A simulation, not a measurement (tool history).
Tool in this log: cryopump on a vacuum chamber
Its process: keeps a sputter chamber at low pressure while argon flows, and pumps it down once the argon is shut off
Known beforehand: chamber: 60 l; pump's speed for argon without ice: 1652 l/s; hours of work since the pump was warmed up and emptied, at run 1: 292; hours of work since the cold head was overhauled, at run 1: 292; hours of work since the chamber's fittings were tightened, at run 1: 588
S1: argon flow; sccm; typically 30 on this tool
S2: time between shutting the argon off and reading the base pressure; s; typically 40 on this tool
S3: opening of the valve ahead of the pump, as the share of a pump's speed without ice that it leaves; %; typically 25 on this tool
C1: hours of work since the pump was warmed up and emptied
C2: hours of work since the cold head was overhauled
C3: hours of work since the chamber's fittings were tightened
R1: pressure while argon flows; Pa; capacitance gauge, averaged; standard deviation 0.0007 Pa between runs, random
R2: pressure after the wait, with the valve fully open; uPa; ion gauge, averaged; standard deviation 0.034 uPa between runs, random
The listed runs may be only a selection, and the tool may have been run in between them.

run     day  S1   S2  S3   C1   C2   C3      R1    R2
  1       0  30   40  25  292  292  588  0.1261  2.52
  2   0.346  25   40  25  299  299  594  0.1047  2.47
  3   0.925  30   40  25  310  310  606  0.1277  2.44
  4   1.488  30   40  25  321  321  616  0.1274   2.5
  5   2.204  30   40  25  335  335  630  0.1278  2.51
  6   2.779  30   40  25  346  346  641  0.1288  2.49
  7   3.588  30   40  56  361  361  657  0.0605   2.5
  8   4.129  30   40  56  372  372  667  0.0597  2.53
  9   4.479  30   40  25  379  379  674  0.1296  2.49
 10   5.071  37   40  25  390  390  685  0.1589   2.5
 11   5.533  37   40  25  399  399  694  0.1589  2.58
 12   6.246  38   40  25  413  413  708  0.1616  2.54
 13   6.796  30   40  25  423  423  719  0.1286  2.53
 14   7.621  30   40  25  439  439  735   0.129  2.53
 15   8.021  30   40  25  447  447  742    0.13  2.52
 16   8.788  30   40  25  462  462  757  0.1297  2.55
 17   9.367  30   40  25  473  473  768  0.1302  2.56
 18   9.825  30   40  33  481  481  777  0.1008  2.57
 19  10.596  30   50  33  496  496  792  0.1007  2.12
 20  10.992  53  185  25  504  504  799  0.2288  0.92
 21  11.767  15   74  17  519  519  814  0.0928  1.58
 22  12.396  59   71  17  531  531  826  0.3727  1.65
 23  13.067  30   40  34  544  544  839  0.0988  2.66
 24  13.483  57   40  25  552  552  847  0.2477   2.6
 25  13.917  57   40  25  560  560  856  0.2514  2.57
 26  14.333  17   40  25  568  568  864  0.0751  2.65
 27  15.112  17   40  25  583  583  879   0.075  2.66
 28   15.65  25  114  22  594  594  889  0.1238  1.19
 29  16.054  21   45  25  601  601  897  0.0933  2.37
 30  16.733  12  158  28  615  615  910  0.0487  1.02
 31  17.092  30   37  48  621  621  917  0.0741  2.76
 32  17.838  32   40  25  636  636  931  0.1431  2.62
 33  18.371  46   40  25  646  646  942  0.2062  2.68
 34  18.929  30  113  25  657  657  952  0.1335  1.22

3 ways to go on from here, each from the tool as it stands after run 34. What would each give?
  A  19.708  30  73  25  672  672  967   ?   ?
  B  19.708  30  83  25  672  672  967   ?   ?
  C  19.708  17  40  53  672  672  967   ?   ?

run      R1    R2
  A  0.1343  1.69
  B  0.1332  1.52
  C  0.0397  2.64
With the hidden condition removed and each run's random variation left untouched, the same runs would have given:
run      R1    R2
  A  0.1233  1.37
  B  0.1223  1.21
  C  0.0336  2.32
